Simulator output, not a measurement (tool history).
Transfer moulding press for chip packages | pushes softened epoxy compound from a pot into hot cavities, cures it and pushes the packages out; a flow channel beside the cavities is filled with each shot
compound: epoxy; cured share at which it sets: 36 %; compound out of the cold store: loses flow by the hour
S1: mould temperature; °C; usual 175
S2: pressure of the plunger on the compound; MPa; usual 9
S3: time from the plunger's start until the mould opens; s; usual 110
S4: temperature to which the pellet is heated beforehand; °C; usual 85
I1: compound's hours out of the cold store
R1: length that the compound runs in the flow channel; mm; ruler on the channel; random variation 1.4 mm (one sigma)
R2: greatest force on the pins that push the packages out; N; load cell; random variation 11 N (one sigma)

| run | day | S1 | S2 | S3 | S4 | I1 | R1 | R2 |
|---|---|---|---|---|---|---|---|---|
| 1 | 0 | 175 | 9 | 110 | 85 | 23.5 | 581 | 783 |
|  | 0.692 | cavities cleaned with cleaning compound and waxed |
| 2 | 1.158 | 175 | 9 | 110 | 85 | 27.6 | 570 | 676 |
|  | 2.333 | cavities cleaned with cleaning compound and waxed |
| 3 | 2.642 | 175 | 9 | 110 | 85 | 18 | 588 | 646 |
| 4 | 3.412 | 175 | 7.7 | 110 | 85 | 17.6 | 545 | 798 |
|  | 4 | cavities cleaned with cleaning compound and waxed |
| 5 | 4.908 | 175 | 7.7 | 110 | 85 | 41.1 | 493 | 743 |
|  | 5.646 | plunger's sealing rings changed |
|  | 5.708 | cavities cleaned with cleaning compound and waxed |
| 6 | 6.571 | 175 | 7.7 | 110 | 94 | 34.3 | 520 | 754 |
|  | 7.312 | cavities cleaned with cleaning compound and waxed |
| 7 | 7.729 | 175 | 7.7 | 110 | 94 | 22.5 | 548 | 637 |
| 8 | 8.704 | 175 | 7.7 | 110 | 94 | 41.6 | 502 | 815 |
|  | 8.983 | cavities cleaned with cleaning compound and waxed |
| 9 | 10.229 | 174 | 7.7 | 110 | 94 | 13.5 | 566 | 883 |
|  | 10.688 | cavities cleaned with cleaning compound and waxed |
| 10 | 11.546 | 174 | 7.7 | 110 | 94 | 22.4 | 546 | 762 |
| 11 | 12.217 | 175 | 9 | 110 | 85 | 24.5 | 579 | 854 |
|  | 12.417 | cavities cleaned with cleaning compound and waxed |
| 12 | 13.196 | 175 | 9 | 110 | 85 | 31.2 | 562 | 747 |
|  | 14.067 | cavities cleaned with cleaning compound and waxed |
| 13 | 14.912 | 175 | 9 | 125 | 85 | 38.7 | 543 | 680 |
|  | 15.708 | cavities cleaned with cleaning compound and waxed |
| 14 | 16.521 | 176 | 7.24 | 125 | 85 | 47 | 467 | 649 |
| 15 | 17.225 | 179 | 7.02 | 125 | 89 | 9.4 | 529 | 753 |
|  | 17.433 | mould's thermocouples calibrated |
|  | 17.496 | cavities cleaned with cleaning compound and waxed |
| 16 | 18.183 | 179 | 7.02 | 125 | 89 | 43.9 | 456 | 601 |
|  | 19.108 | cavities cleaned with cleaning compound and waxed |
| 17 | 19.162 | 175 | 9.19 | 110 | 85 | 44.3 | 531 | 507 |
|  | 20.167 | mould's thermocouples calibrated, once more |
| 18 | 20.417 | 175 | 10.14 | 110 | 94 | 30.9 | 585 | 781 |
|  | 20.771 | plunger's sealing rings changed |
|  | 20.938 | cavities cleaned with cleaning compound and waxed |
| 19 | 21.508 | 171 | 7.23 | 138 | 85 | 26.4 | 531 | 644 |
| 20 | 22.192 | 171 | 7.23 | 138 | 85 | 20.7 | 547 | 806 |
|  | 22.583 | cavities cleaned with cleaning compound and waxed |
| 21 | 23.229 | 171 | 7.23 | 138 | 85 | 47.8 | 484 | 657 |
|  | 24.275 | cavities cleaned with cleaning compound and waxed |
| 22 | 24.675 | 180 | 7.23 | 138 | 85 | 36.9 | 481 | 562 |
| 23 | 25.667 | 173 | 9 | 110 | 85 | 27.6 | 581 | 936 |
|  | 25.9 | cavities cleaned with cleaning compound and waxed |
| 24 | 26.629 | 175 | 10.32 | 110 | 85 | 22.1 | 627 | 698 |
|  | 27.583 | cavities cleaned with cleaning compound and waxed |
| 25 | 28.104 | 175 | 10.95 | 119 | 85 | 31.9 | 617 | 578 |
|  | 29.188 | cavities cleaned with cleaning compound and waxed |
| 26 | 29.692 | 175 | 10.95 | 119 | 85 | 44.3 | 583 | 581 |

3 ways to go on from here, each from the tool as it stands after run 26. What would each give?
|  | 30.8 | cavities cleaned with cleaning compound and waxed |
| A | 30.908 | 168 | 7.57 | 110 | 86 | 29.1 | ? | ? |
|  | 30.8 | cavities cleaned with cleaning compound and waxed |
| B | 30.908 | 175 | 9 | 134 | 83 | 18.3 | ? | ? |
|  | 30.8 | cavities cleaned with cleaning compound and waxed |
| C | 30.908 | 175 | 10.95 | 119 | 81 | 10.6 | ? | ? |

| run | R1 | R2 |
|---|---|---|
| A | 537 | 833 |
| B | 588 | 483 |
| C | 673 | 532 |
Without the tool's hidden state the same runs would have given:
| run | R1 | R2 |
|---|---|---|
| A | 553 | 806 |
| B | 605 | 443 |
| C | 692 | 495 |
